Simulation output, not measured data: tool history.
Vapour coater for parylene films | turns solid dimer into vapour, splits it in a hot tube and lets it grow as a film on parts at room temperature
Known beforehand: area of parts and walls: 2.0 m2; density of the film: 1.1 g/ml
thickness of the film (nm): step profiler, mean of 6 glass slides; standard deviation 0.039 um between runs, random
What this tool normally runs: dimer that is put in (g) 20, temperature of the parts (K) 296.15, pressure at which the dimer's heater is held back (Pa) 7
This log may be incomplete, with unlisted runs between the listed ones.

| run | hour | dimer that is put in (g) | temperature of the parts (K) | pressure at which the dimer's heater is held back (Pa) | thickness of the film (nm) |
|---|---|---|---|---|---|
| 1 | 0 | 20 | 296.15 | 7 | 6380 |
| 2 | 34.7 | 20 | 296.15 | 7 | 6410 |
| 3 | 71.2 | 20 | 296.15 | 8.05 | 6330 |
|  | 99 | trap's valve overhauled |
| 4 | 107.9 | 20 | 296.15 | 8.05 | 6340 |
| 5 | 140.8 | 20 | 296.15 | 8.05 | 6340 |
| 6 | 180.5 | 20 | 296.15 | 8.05 | 6300 |
| 7 | 228.1 | 9 | 296.15 | 7 | 2830 |
| 8 | 254.3 | 9 | 296.15 | 7 | 2880 |
| 9 | 296.6 | 20 | 296.15 | 7 | 6370 |
| 10 | 334.1 | 33 | 290.15 | 7.63 | 11910 |
|  | 373.2 | trap's valve overhauled |
| 11 | 385.1 | 12 | 296.15 | 7 | 3870 |
| 12 | 414.3 | 10 | 296.15 | 7 | 3270 |
| 13 | 461.9 | 8 | 289.15 | 6.3 | 2970 |
| 14 | 485.3 | 13 | 295.15 | 7 | 4280 |
| 15 | 531.9 | 20 | 296.15 | 2.85 | 6690 |
| 16 | 568.6 | 12 | 292.15 | 7 | 4200 |
| 17 | 597.9 | 20 | 292.15 | 2.26 | 7530 |

3 ways to go on from here, each from the tool as it stands after run 17. What would each give?
| A | 624.9 | 20 | 296.15 | 6.56 | ? |
| B | 624.9 | 20 | 296.15 | 11.66 | ? |
| C | 624.9 | 11 | 291.15 | 8.75 | ? |

| run | thickness of the film (nm) |
|---|---|
| A | 6410 |
| B | 6170 |
| C | 3890 |
With no hidden state in the tool, these same runs would have given:
| run | thickness of the film (nm) |
|---|---|
| A | 6430 |
| B | 6180 |
| C | 3900 |
